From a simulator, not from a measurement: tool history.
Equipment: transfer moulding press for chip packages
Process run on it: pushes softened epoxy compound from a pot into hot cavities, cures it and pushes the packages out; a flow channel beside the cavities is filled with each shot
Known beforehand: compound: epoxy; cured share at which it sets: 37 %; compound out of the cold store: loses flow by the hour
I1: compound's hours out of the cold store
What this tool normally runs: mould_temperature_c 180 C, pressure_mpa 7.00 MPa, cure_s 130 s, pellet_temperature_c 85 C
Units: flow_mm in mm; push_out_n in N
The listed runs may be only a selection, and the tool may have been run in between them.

Run 1, hour 0.0: usual settings; I1 38.8. Result: flow_mm 599 mm, push_out_n 488 N.
At hour 29.3: cavities cleaned with cleaning compound and waxed.
Run 2, hour 45.2: usual settings; I1 34.5. Result: flow_mm 602 mm, push_out_n 423 N.
At hour 91.1: cavities cleaned with cleaning compound and waxed.
Run 3, hour 94.4: usual settings; I1 9.0. Result: flow_mm 679 mm, push_out_n 340 N.
Run 4, hour 126.3: usual settings; I1 33.0. Result: flow_mm 603 mm, push_out_n 488 N.
At hour 151.9: cavities cleaned with cleaning compound and waxed.
Run 5, hour 155.9: usual settings; I1 28.6. Result: flow_mm 614 mm, push_out_n 335 N.
Run 6, hour 180.1: usual settings; I1 31.5. Result: flow_mm 605 mm, push_out_n 472 N.
At hour 212.8: cavities cleaned with cleaning compound and waxed.
Run 7, hour 220.4: usual settings but pellet_temperature_c 77 C; I1 34.4. Result: flow_mm 594 mm, push_out_n 343 N.
At hour 236.9: mould's thermocouples calibrated.
Run 8, hour 258.8: usual settings but pressure_mpa 6.80 MPa; I1 39.4. Result: flow_mm 575 mm, push_out_n 580 N.
At hour 274.9: cavities cleaned with cleaning compound and waxed.
Run 9, hour 306.5: usual settings but pressure_mpa 6.80 MPa; I1 43.0. Result: flow_mm 563 mm, push_out_n 521 N.
At hour 335.8: cavities cleaned with cleaning compound and waxed.
Run 10, hour 338.0: usual settings but pressure_mpa 6.80 MPa; I1 22.1. Result: flow_mm 619 mm, push_out_n 330 N.
Run 11, hour 363.0: usual settings but pressure_mpa 6.80 MPa; I1 9.1. Result: flow_mm 655 mm, push_out_n 517 N.
At hour 382.4: plunger's sealing rings changed.
At hour 399.9: cavities cleaned with cleaning compound and waxed.
Run 12, hour 399.9: usual settings but pressure_mpa 6.80 MPa; I1 15.0. Result: flow_mm 656 mm, push_out_n 326 N.
Run 13, hour 428.3: usual settings; I1 18.2. Result: flow_mm 666 mm, push_out_n 529 N.
At hour 459.6: cavities cleaned with cleaning compound and waxed.
Run 14, hour 473.2: usual settings but mould_temperature_c 184 C, pellet_temperature_c 91 C; I1 22.2. Result: flow_mm 639 mm, push_out_n 358 N.
Run 15, hour 504.2: usual settings but cure_s 120 s, pellet_temperature_c 82 C; I1 33.0. Result: flow_mm 613 mm, push_out_n 674 N.
At hour 520.4: cavities cleaned with cleaning compound and waxed.
Run 16, hour 546.2: usual settings but mould_temperature_c 187 C, cure_s 118 s, pellet_temperature_c 83 C; I1 38.2. Result: flow_mm 583 mm, push_out_n 396 N.
At hour 579.9: cavities cleaned with cleaning compound and waxed.
Run 17, hour 596.7: usual settings but mould_temperature_c 174 C; I1 9.6. Result: flow_mm 700 mm, push_out_n 763 N.
At hour 640.8: cavities cleaned with cleaning compound and waxed.
Run 18, hour 646.2: usual settings but mould_temperature_c 174 C; I1 17.7. Result: flow_mm 666 mm, push_out_n 563 N.
Run 19, hour 681.6: usual settings but cure_s 132 s, pellet_temperature_c 91 C; I1 19.5. Result: flow_mm 641 mm, push_out_n 536 N.
At hour 700.6: cavities cleaned with cleaning compound and waxed.
Run 20, hour 717.4: usual settings but mould_temperature_c 177 C, pressure_mpa 6.06 MPa, cure_s 120 s, pellet_temperature_c 86 C; I1 14.2. Result: flow_mm 621 mm, push_out_n 660 N.
Run 21, hour 756.5: usual settings but mould_temperature_c 177 C, pressure_mpa 6.06 MPa, cure_s 154 s, pellet_temperature_c 84 C; I1 8.6. Result: flow_mm 633 mm, push_out_n 585 N.
At hour 761.2: cavities cleaned with cleaning compound and waxed.
Run 22, hour 783.4: usual settings but pellet_temperature_c 80 C; I1 16.7. Result: flow_mm 646 mm, push_out_n 495 N.
At hour 821.2: cavities cleaned with cleaning compound and waxed.
Run 23, hour 826.8: usual settings but pellet_temperature_c 80 C; I1 41.4. Result: flow_mm 575 mm, push_out_n 329 N.

For run 24, what comes out?
Run 24, hour 852.8: usual settings but pellet_temperature_c 80 C; I1 25.5. Result: flow_mm ?, push_out_n ?.

flow_mm: 616 mm
push_out_n: 498 N
On a tool with no hidden condition, and with the same random variation, this run would have come out at flow_mm 645 mm, push_out_n 308 N.

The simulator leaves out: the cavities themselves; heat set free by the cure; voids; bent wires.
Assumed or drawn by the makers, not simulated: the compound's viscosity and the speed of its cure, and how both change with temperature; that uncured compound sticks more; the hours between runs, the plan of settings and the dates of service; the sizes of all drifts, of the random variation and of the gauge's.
